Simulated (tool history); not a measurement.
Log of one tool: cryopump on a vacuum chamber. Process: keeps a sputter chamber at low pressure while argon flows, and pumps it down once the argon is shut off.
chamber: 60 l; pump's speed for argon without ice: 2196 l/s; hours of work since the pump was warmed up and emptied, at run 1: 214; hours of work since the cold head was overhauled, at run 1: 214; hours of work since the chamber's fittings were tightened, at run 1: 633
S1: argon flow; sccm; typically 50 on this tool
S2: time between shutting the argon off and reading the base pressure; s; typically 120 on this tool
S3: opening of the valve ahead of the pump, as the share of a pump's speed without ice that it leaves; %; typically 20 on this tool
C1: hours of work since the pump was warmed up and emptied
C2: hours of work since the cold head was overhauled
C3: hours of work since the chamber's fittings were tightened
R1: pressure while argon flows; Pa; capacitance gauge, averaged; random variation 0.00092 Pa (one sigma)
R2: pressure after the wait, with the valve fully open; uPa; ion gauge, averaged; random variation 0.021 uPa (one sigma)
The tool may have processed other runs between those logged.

{"run": 1, "hour": 0.0, "S1": 50, "S2": 120, "S3": 20, "C1": 214, "C2": 214, "C3": 633, "R1": 0.1948, "R2": 0.74}
{"run": 2, "hour": 10.1, "S1": 50, "S2": 120, "S3": 20, "C1": 220, "C2": 220, "C3": 640, "R1": 0.1956, "R2": 0.71}
{"run": 3, "hour": 29.4, "S1": 50, "S2": 120, "S3": 20, "C1": 233, "C2": 233, "C3": 653, "R1": 0.1957, "R2": 0.75}
{"run": 4, "hour": 40.9, "S1": 50, "S2": 120, "S3": 20, "C1": 241, "C2": 241, "C3": 660, "R1": 0.1975, "R2": 0.78}
{"run": 5, "hour": 55.1, "S1": 50, "S2": 120, "S3": 20, "C1": 251, "C2": 251, "C3": 670, "R1": 0.1962, "R2": 0.75}
{"run": 6, "hour": 68.2, "S1": 50, "S2": 120, "S3": 40, "C1": 260, "C2": 260, "C3": 679, "R1": 0.0996, "R2": 0.74}
{"run": 7, "hour": 77.6, "S1": 50, "S2": 120, "S3": 40, "C1": 266, "C2": 266, "C3": 685, "R1": 0.1006, "R2": 0.77}
{"run": 8, "hour": 93.6, "S1": 50, "S2": 120, "S3": 40, "C1": 277, "C2": 277, "C3": 696, "R1": 0.1009, "R2": 0.8}
{"run": 9, "hour": 107.8, "S1": 50, "S2": 120, "S3": 20, "C1": 286, "C2": 286, "C3": 706, "R1": 0.1948, "R2": 0.8}
{"run": 10, "hour": 121.3, "S1": 50, "S2": 120, "S3": 20, "C1": 296, "C2": 296, "C3": 715, "R1": 0.1976, "R2": 0.79}
{"run": 11, "hour": 129.1, "S1": 25, "S2": 236, "S3": 20, "C1": 301, "C2": 301, "C3": 720, "R1": 0.0997, "R2": 0.68}
{"run": 12, "hour": 143.1, "S1": 25, "S2": 236, "S3": 20, "C1": 310, "C2": 310, "C3": 730, "R1": 0.0984, "R2": 0.66}
{"run": 13, "hour": 160.1, "S1": 22, "S2": 94, "S3": 31, "C1": 322, "C2": 322, "C3": 741, "R1": 0.057, "R2": 0.85}
{"run": 14, "hour": 177.6, "S1": 50, "S2": 60, "S3": 29, "C1": 334, "C2": 334, "C3": 753, "R1": 0.1387, "R2": 1.02}
{"run": 15, "hour": 196.2, "S1": 55, "S2": 136, "S3": 23, "C1": 346, "C2": 346, "C3": 765, "R1": 0.1907, "R2": 0.79}
{"run": 16, "hour": 212.1, "S1": 70, "S2": 65, "S3": 23, "C1": 357, "C2": 357, "C3": 776, "R1": 0.2424, "R2": 1.1}
{"run": 17, "hour": 225.8, "S1": 50, "S2": 120, "S3": 33, "C1": 366, "C2": 366, "C3": 785, "R1": 0.123, "R2": 0.84}

Here are 4 independent what-if runs from the current tool condition. What would each one return?
{"run": "A", "hour": 243.4, "S1": 42, "S2": 41, "S3": 33, "C1": 378, "C2": 378, "C3": 797, "R1": "?", "R2": "?"}
{"run": "B", "hour": 243.4, "S1": 50, "S2": 279, "S3": 33, "C1": 378, "C2": 378, "C3": 797, "R1": "?", "R2": "?"}
{"run": "C", "hour": 243.4, "S1": 50, "S2": 120, "S3": 20, "C1": 378, "C2": 378, "C3": 797, "R1": "?", "R2": "?"}
{"run": "D", "hour": 243.4, "S1": 83, "S2": 120, "S3": 15, "C1": 378, "C2": 378, "C3": 797, "R1": "?", "R2": "?"}

run=A R1=0.1024 R2=1.33
run=B R1=0.1234 R2=0.76
run=C R1=0.1972 R2=0.85
run=D R1=0.4393 R2=0.82
With no hidden state in the tool, these same runs would have given:
run=A R1=0.0971 R2=0.85
run=B R1=0.1171 R2=0.29
run=C R1=0.1909 R2=0.38
run=D R1=0.4287 R2=0.36

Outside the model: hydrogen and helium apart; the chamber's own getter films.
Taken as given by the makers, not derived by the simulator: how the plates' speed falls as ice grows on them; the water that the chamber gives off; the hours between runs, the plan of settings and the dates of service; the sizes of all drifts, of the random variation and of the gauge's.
